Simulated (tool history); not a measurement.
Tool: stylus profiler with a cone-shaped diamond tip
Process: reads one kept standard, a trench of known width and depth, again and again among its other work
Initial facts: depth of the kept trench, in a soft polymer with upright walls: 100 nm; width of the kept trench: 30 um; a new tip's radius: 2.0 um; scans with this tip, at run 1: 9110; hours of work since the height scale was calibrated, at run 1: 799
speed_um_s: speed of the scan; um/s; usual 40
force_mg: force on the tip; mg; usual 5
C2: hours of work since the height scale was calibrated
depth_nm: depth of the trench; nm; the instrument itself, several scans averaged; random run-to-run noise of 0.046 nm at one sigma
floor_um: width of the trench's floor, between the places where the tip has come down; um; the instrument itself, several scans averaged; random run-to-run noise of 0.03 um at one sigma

{"run": 1, "hour": 0.0, "speed_um_s": 40, "force_mg": 5, "scans with this tip": 9110, "C2": 799, "depth_nm": 102.18, "floor_um": 28.22}
{"run": 2, "hour": 38.9, "speed_um_s": 40, "force_mg": 5, "scans with this tip": 9392, "C2": 823, "depth_nm": 102.13, "floor_um": 28.21}
{"run": 3, "hour": 56.5, "speed_um_s": 40, "force_mg": 5, "scans with this tip": 9519, "C2": 834, "depth_nm": 102.21, "floor_um": 28.24}
{"run": 4, "hour": 77.6, "speed_um_s": 40, "force_mg": 5, "scans with this tip": 9672, "C2": 848, "depth_nm": 102.12, "floor_um": 28.24}
{"run": 5, "hour": 102.1, "speed_um_s": 40, "force_mg": 5, "scans with this tip": 9849, "C2": 863, "depth_nm": 102.16, "floor_um": 28.19}
{"run": 6, "hour": 132.0, "speed_um_s": 14, "force_mg": 5, "scans with this tip": 10066, "C2": 882, "depth_nm": 102.24, "floor_um": 28.25}
{"run": 7, "hour": 155.4, "speed_um_s": 14, "force_mg": 5, "scans with this tip": 10235, "C2": 897, "depth_nm": 102.09, "floor_um": 28.24}
{"run": 8, "hour": 186.3, "speed_um_s": 14, "force_mg": 5, "scans with this tip": 10460, "C2": 917, "depth_nm": 102.09, "floor_um": 28.27}
{"run": 9, "hour": 211.4, "speed_um_s": 14, "force_mg": 5, "scans with this tip": 10641, "C2": 933, "depth_nm": 102.06, "floor_um": 28.19}
{"run": 10, "hour": 241.9, "speed_um_s": 40, "force_mg": 5, "scans with this tip": 10862, "C2": 952, "depth_nm": 102.11, "floor_um": 28.23}
{"run": 11, "hour": 276.0, "speed_um_s": 40, "force_mg": 13.78, "scans with this tip": 11109, "C2": 974, "depth_nm": 104.57, "floor_um": 28.18}
{"run": 12, "hour": 294.0, "speed_um_s": 40, "force_mg": 13.78, "scans with this tip": 11239, "C2": 985, "depth_nm": 104.53, "floor_um": 28.2}
{"run": 13, "hour": 325.0, "speed_um_s": 40, "force_mg": 13.78, "scans with this tip": 11464, "C2": 1005, "depth_nm": 104.45, "floor_um": 28.13}
{"run": 14, "hour": 355.5, "speed_um_s": 40, "force_mg": 2.9, "scans with this tip": 11685, "C2": 1024, "depth_nm": 101.3, "floor_um": 28.11}
{"run": 15, "hour": 394.7, "speed_um_s": 149, "force_mg": 5, "scans with this tip": 11969, "C2": 1049, "depth_nm": 102.07, "floor_um": 27.97}
{"run": 16, "hour": 419.9, "speed_um_s": 40, "force_mg": 13.51, "scans with this tip": 12151, "C2": 1065, "depth_nm": 104.43, "floor_um": 28.15}
{"run": 17, "hour": 452.5, "speed_um_s": 40, "force_mg": 8.69, "scans with this tip": 12387, "C2": 1086, "depth_nm": 103.11, "floor_um": 28.16}
{"run": 18, "hour": 478.3, "speed_um_s": 40, "force_mg": 10.3, "scans with this tip": 12575, "C2": 1102, "depth_nm": 103.53, "floor_um": 28.18}
{"run": 19, "hour": 515.7, "speed_um_s": 32, "force_mg": 5, "scans with this tip": 12845, "C2": 1126, "depth_nm": 102.02, "floor_um": 28.12}
{"run": 20, "hour": 535.7, "speed_um_s": 81, "force_mg": 5, "scans with this tip": 12990, "C2": 1139, "depth_nm": 102.06, "floor_um": 28.05}
{"run": 21, "hour": 553.7, "speed_um_s": 81, "force_mg": 5, "scans with this tip": 13121, "C2": 1150, "depth_nm": 101.96, "floor_um": 28}
{"run": 22, "hour": 587.2, "speed_um_s": 40, "force_mg": 2.1, "scans with this tip": 13363, "C2": 1171, "depth_nm": 100.99, "floor_um": 28.02}
{"run": 23, "hour": 617.7, "speed_um_s": 40, "force_mg": 2.1, "scans with this tip": 13584, "C2": 1191, "depth_nm": 100.81, "floor_um": 28.06}
{"run": 24, "hour": 646.4, "speed_um_s": 40, "force_mg": 2.1, "scans with this tip": 13792, "C2": 1209, "depth_nm": 100.86, "floor_um": 28.02}
{"run": 25, "hour": 664.5, "speed_um_s": 25, "force_mg": 4.49, "scans with this tip": 13924, "C2": 1220, "depth_nm": 101.78, "floor_um": 28.08}
{"run": 26, "hour": 695.9, "speed_um_s": 31, "force_mg": 2.23, "scans with this tip": 14150, "C2": 1240, "depth_nm": 100.94, "floor_um": 28.06}
{"run": 27, "hour": 716.9, "speed_um_s": 31, "force_mg": 2.23, "scans with this tip": 14303, "C2": 1254, "depth_nm": 100.93, "floor_um": 28.06}
{"run": 28, "hour": 739.8, "speed_um_s": 56, "force_mg": 3.36, "scans with this tip": 14469, "C2": 1268, "depth_nm": 101.35, "floor_um": 27.97}
{"run": 29, "hour": 778.9, "speed_um_s": 56, "force_mg": 3.36, "scans with this tip": 14752, "C2": 1293, "depth_nm": 101.3, "floor_um": 27.95}
{"run": 30, "hour": 816.1, "speed_um_s": 43, "force_mg": 1.92, "scans with this tip": 15022, "C2": 1317, "depth_nm": 100.83, "floor_um": 27.94}
{"run": 31, "hour": 854.7, "speed_um_s": 26, "force_mg": 5, "scans with this tip": 15301, "C2": 1341, "depth_nm": 101.95, "floor_um": 28.04}
{"run": 32, "hour": 874.9, "speed_um_s": 26, "force_mg": 5, "scans with this tip": 15447, "C2": 1354, "depth_nm": 101.88, "floor_um": 28.07}
{"run": 33, "hour": 894.2, "speed_um_s": 27, "force_mg": 4.47, "scans with this tip": 15587, "C2": 1366, "depth_nm": 101.75, "floor_um": 27.99}
{"run": 34, "hour": 917.5, "speed_um_s": 11, "force_mg": 4.23, "scans with this tip": 15756, "C2": 1381, "depth_nm": 101.61, "floor_um": 28.03}
{"run": 35, "hour": 942.3, "speed_um_s": 11, "force_mg": 4.23, "scans with this tip": 15936, "C2": 1397, "depth_nm": 101.65, "floor_um": 28.08}
{"run": 36, "hour": 969.0, "speed_um_s": 40, "force_mg": 2.24, "scans with this tip": 16129, "C2": 1414, "depth_nm": 100.91, "floor_um": 27.95}
{"run": 37, "hour": 993.5, "speed_um_s": 40, "force_mg": 2.24, "scans with this tip": 16306, "C2": 1429, "depth_nm": 100.86, "floor_um": 27.9}
{"run": 38, "hour": 1031.2, "speed_um_s": 27, "force_mg": 2.15, "scans with this tip": 16579, "C2": 1453, "depth_nm": 100.77, "floor_um": 28.03}
{"run": 39, "hour": 1064.3, "speed_um_s": 37, "force_mg": 3.55, "scans with this tip": 16819, "C2": 1474, "depth_nm": 101.37, "floor_um": 27.9}
{"run": 40, "hour": 1081.5, "speed_um_s": 34, "force_mg": 7.92, "scans with this tip": 16944, "C2": 1485, "depth_nm": 102.86, "floor_um": 27.98}
{"run": 41, "hour": 1109.0, "speed_um_s": 48, "force_mg": 3.33, "scans with this tip": 17143, "C2": 1503, "depth_nm": 101.25, "floor_um": 27.89}
{"run": 42, "hour": 1135.2, "speed_um_s": 56, "force_mg": 3.47, "scans with this tip": 17333, "C2": 1519, "depth_nm": 101.34, "floor_um": 27.83}
{"run": 43, "hour": 1158.0, "speed_um_s": 130, "force_mg": 2.72, "scans with this tip": 17498, "C2": 1534, "depth_nm": 101.02, "floor_um": 27.7}
{"hour": 1178.6, "done": "height scale calibrated on a step standard"}
{"run": 44, "hour": 1191.6, "speed_um_s": 16, "force_mg": 7.72, "scans with this tip": 17738, "C2": 8, "depth_nm": 103.43, "floor_um": 27.96}
{"run": 45, "hour": 1209.9, "speed_um_s": 16, "force_mg": 7.72, "scans with this tip": 17871, "C2": 20, "depth_nm": 103.39, "floor_um": 27.92}

Same runs, no hidden state in the tool, same run-to-run variation:
The tool's hidden condition here consists of: radius of the tip, um; height scale over the true one, %; drift of the gauge itself on depth_nm, %; drift of the gauge itself on floor_um, %.
run=1 depth_nm=102.51 floor_um=28.66
run=2 depth_nm=102.48 floor_um=28.66
run=3 depth_nm=102.56 floor_um=28.7
run=4 depth_nm=102.48 floor_um=28.7
run=5 depth_nm=102.53 floor_um=28.66
run=6 depth_nm=102.61 floor_um=28.72
run=7 depth_nm=102.48 floor_um=28.73
run=8 depth_nm=102.49 floor_um=28.76
run=9 depth_nm=102.46 floor_um=28.69
run=10 depth_nm=102.52 floor_um=28.74
run=11 depth_nm=105 floor_um=28.7
run=12 depth_nm=104.96 floor_um=28.72
run=13 depth_nm=104.89 floor_um=28.66
run=14 depth_nm=101.74 floor_um=28.65
run=15 depth_nm=102.53 floor_um=28.52
run=16 depth_nm=104.9 floor_um=28.71
run=17 depth_nm=103.59 floor_um=28.72
run=18 depth_nm=104.02 floor_um=28.75
run=19 depth_nm=102.52 floor_um=28.7
run=20 depth_nm=102.56 floor_um=28.64
run=21 depth_nm=102.46 floor_um=28.6
run=22 depth_nm=101.5 floor_um=28.62
run=23 depth_nm=101.32 floor_um=28.67
run=24 depth_nm=101.39 floor_um=28.64
run=25 depth_nm=102.32 floor_um=28.7
run=26 depth_nm=101.48 floor_um=28.69
run=27 depth_nm=101.47 floor_um=28.7
run=28 depth_nm=101.91 floor_um=28.61
run=29 depth_nm=101.87 floor_um=28.61
run=30 depth_nm=101.41 floor_um=28.61
run=31 depth_nm=102.55 floor_um=28.71
run=32 depth_nm=102.49 floor_um=28.75
run=33 depth_nm=102.36 floor_um=28.68
run=34 depth_nm=102.22 floor_um=28.72
run=35 depth_nm=102.27 floor_um=28.78
run=36 depth_nm=101.53 floor_um=28.65
run=37 depth_nm=101.49 floor_um=28.61
run=38 depth_nm=101.42 floor_um=28.75
run=39 depth_nm=102.03 floor_um=28.62
run=40 depth_nm=103.54 floor_um=28.72
run=41 depth_nm=101.93 floor_um=28.63
run=42 depth_nm=102.02 floor_um=28.58
run=43 depth_nm=101.7 floor_um=28.45
run=44 depth_nm=103.4 floor_um=28.72
run=45 depth_nm=103.36 floor_um=28.68

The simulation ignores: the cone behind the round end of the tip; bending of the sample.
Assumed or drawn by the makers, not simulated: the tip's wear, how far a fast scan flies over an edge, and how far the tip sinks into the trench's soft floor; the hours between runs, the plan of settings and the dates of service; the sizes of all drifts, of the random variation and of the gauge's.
